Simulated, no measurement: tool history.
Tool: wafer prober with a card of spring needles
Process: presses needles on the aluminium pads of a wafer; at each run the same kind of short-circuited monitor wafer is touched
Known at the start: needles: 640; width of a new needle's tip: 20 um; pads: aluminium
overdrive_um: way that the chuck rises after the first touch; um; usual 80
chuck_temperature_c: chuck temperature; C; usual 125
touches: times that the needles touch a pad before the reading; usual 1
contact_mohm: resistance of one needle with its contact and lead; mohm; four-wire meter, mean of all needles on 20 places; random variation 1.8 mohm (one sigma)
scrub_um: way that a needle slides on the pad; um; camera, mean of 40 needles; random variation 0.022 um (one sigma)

run     day  overdrive_um  chuck_temperature_c  touches  contact_mohm  scrub_um
  1   0.000            80                  125        1           192     15.42
      0.454  -- tips cleaned on abrasive film
      1.200  -- tips cleaned on abrasive film
      2.012  -- tips cleaned on abrasive film
  2   2.283            80                  125        1           198     15.41
      2.742  -- tips cleaned on abrasive film
      3.492  -- tips cleaned on abrasive film
  3   3.750            80                  125        1           194     15.41
      4.200  -- tips cleaned on abrasive film
      4.950  -- tips cleaned on abrasive film
  4   5.333            95                  125        1           192     18.32
      5.650  -- tips cleaned on abrasive film
      6.362  -- tips cleaned on abrasive film
  5   6.762            80                  125        1           193     15.39
      7.042  -- tips cleaned on abrasive film
      7.800  -- tips cleaned on abrasive film
      8.521  -- tips cleaned on abrasive film
      9.325  -- tips cleaned on abrasive film
  6   9.325            80                  125        1           195     15.45
     10.088  -- tips cleaned on abrasive film
     10.912  -- tips cleaned on abrasive film
     10.925  -- height of the first contact set anew
     11.700  -- tips cleaned on abrasive film
  7  11.825            80                  125        1           194     15.45
     12.496  -- tips cleaned on abrasive film
     13.271  -- tips cleaned on abrasive film
  8  13.912            80                  125        1           195     15.45
     14.079  -- tips cleaned on abrasive film
     14.821  -- tips cleaned on abrasive film
     15.642  -- tips cleaned on abrasive film
  9  15.917            87                  125        1           191     16.81
     16.312  -- tips cleaned on abrasive film
     17.108  -- tips cleaned on abrasive film
     17.904  -- tips cleaned on abrasive film
 10  18.212            87                  125        1           190     16.80
     18.638  -- tips cleaned on abrasive film
     19.404  -- tips cleaned on abrasive film
 11  19.733            87                  125        1           194     16.86
     20.221  -- tips cleaned on abrasive film
     21.000  -- tips cleaned on abrasive film
 12  21.133            87                  125        1           193     16.82
     21.754  -- tips cleaned on abrasive film
     22.492  -- tips cleaned on abrasive film
 13  23.021            80                  125        2           192     15.51
     23.188  -- tips cleaned on abrasive film
     23.958  -- tips cleaned on abrasive film
     24.125  -- height of the first contact set anew
 14  24.233            80                  125        2           192     15.51
     24.729  -- tips cleaned on abrasive film
     25.525  -- tips cleaned on abrasive film
     26.304  -- tips cleaned on abrasive film
 15  26.667            70                  125        2           197     13.55
     26.971  -- tips cleaned on abrasive film
     27.704  -- tips cleaned on abrasive film
     28.446  -- tips cleaned on abrasive film
 16  28.488            80                  122        2           189     15.49
     29.196  -- tips cleaned on abrasive film
     30.012  -- tips cleaned on abrasive film
     30.721  -- tips cleaned on abrasive film
 17  30.721            99                   28        3           172     19.24
     31.479  -- tips cleaned on abrasive film
     32.171  -- tips cleaned on abrasive film
     32.833  -- tips cleaned on abrasive film
 18  33.092            74                   35        2           177     14.35
     33.567  -- tips cleaned on abrasive film
     34.383  -- tips cleaned on abrasive film
     35.175  -- tips cleaned on abrasive film
 19  35.504            74                   35        2           176     14.34
     35.971  -- tips cleaned on abrasive film
     36.758  -- tips cleaned on abrasive film
 20  37.204            75                  125        2           193     14.54
     37.383  -- height of the first contact set anew
     37.508  -- tips cleaned on abrasive film
     38.283  -- tips cleaned on abrasive film
 21  38.483            75                  125        2           194     14.56
     38.979  -- tips cleaned on abrasive film
     39.804  -- tips cleaned on abrasive film
     40.554  -- tips cleaned on abrasive film
     41.225  -- tips cleaned on abrasive film
 22  41.225            64                   48        1           180     12.45
     42.004  -- tips cleaned on abrasive film
 23  42.592            81                   36        1           176     15.73
     42.758  -- tips cleaned on abrasive film
     43.488  -- tips cleaned on abrasive film
 24  44.079            81                  117        2           193     15.75
     44.250  -- tips cleaned on abrasive film
     45.058  -- tips cleaned on abrasive film
 25  45.338            79                  100        1           187     15.37
     45.833  -- tips cleaned on abrasive film
     46.604  -- tips cleaned on abrasive film
     47.379  -- tips cleaned on abrasive film
 26  47.775            79                  100        1           188     15.37
     48.108  -- tips cleaned on abrasive film
     48.908  -- tips cleaned on abrasive film
 27  49.162            80                   28        2           174     15.55
     49.662  -- tips cleaned on abrasive film
     50.375  -- tips cleaned on abrasive film
     50.550  -- height of the first contact set anew
 28  50.688            80                   28        2           173     15.59

3 ways to go on from here, each from the tool as it stands after run 28. What would each give?
     51.133  -- tips cleaned on abrasive film
     51.917  -- tips cleaned on abrasive film
     52.712  -- tips cleaned on abrasive film
     53.421  -- tips cleaned on abrasive film
  A  53.421            82                   30        2             ?         ?
     51.133  -- tips cleaned on abrasive film
     51.917  -- tips cleaned on abrasive film
     52.712  -- tips cleaned on abrasive film
     53.421  -- tips cleaned on abrasive film
  B  53.421            80                   27        1             ?         ?
     51.133  -- tips cleaned on abrasive film
     51.917  -- tips cleaned on abrasive film
     52.712  -- tips cleaned on abrasive film
     53.421  -- tips cleaned on abrasive film
  C  53.421            69                  108        3             ?         ?

run  contact_mohm  scrub_um
  A           172     15.97
  B           172     15.57
  C           192     13.40
Without the tool's hidden state the same runs would have given:
run  contact_mohm  scrub_um
  A           171     15.80
  B           172     15.41
  C           192     13.26

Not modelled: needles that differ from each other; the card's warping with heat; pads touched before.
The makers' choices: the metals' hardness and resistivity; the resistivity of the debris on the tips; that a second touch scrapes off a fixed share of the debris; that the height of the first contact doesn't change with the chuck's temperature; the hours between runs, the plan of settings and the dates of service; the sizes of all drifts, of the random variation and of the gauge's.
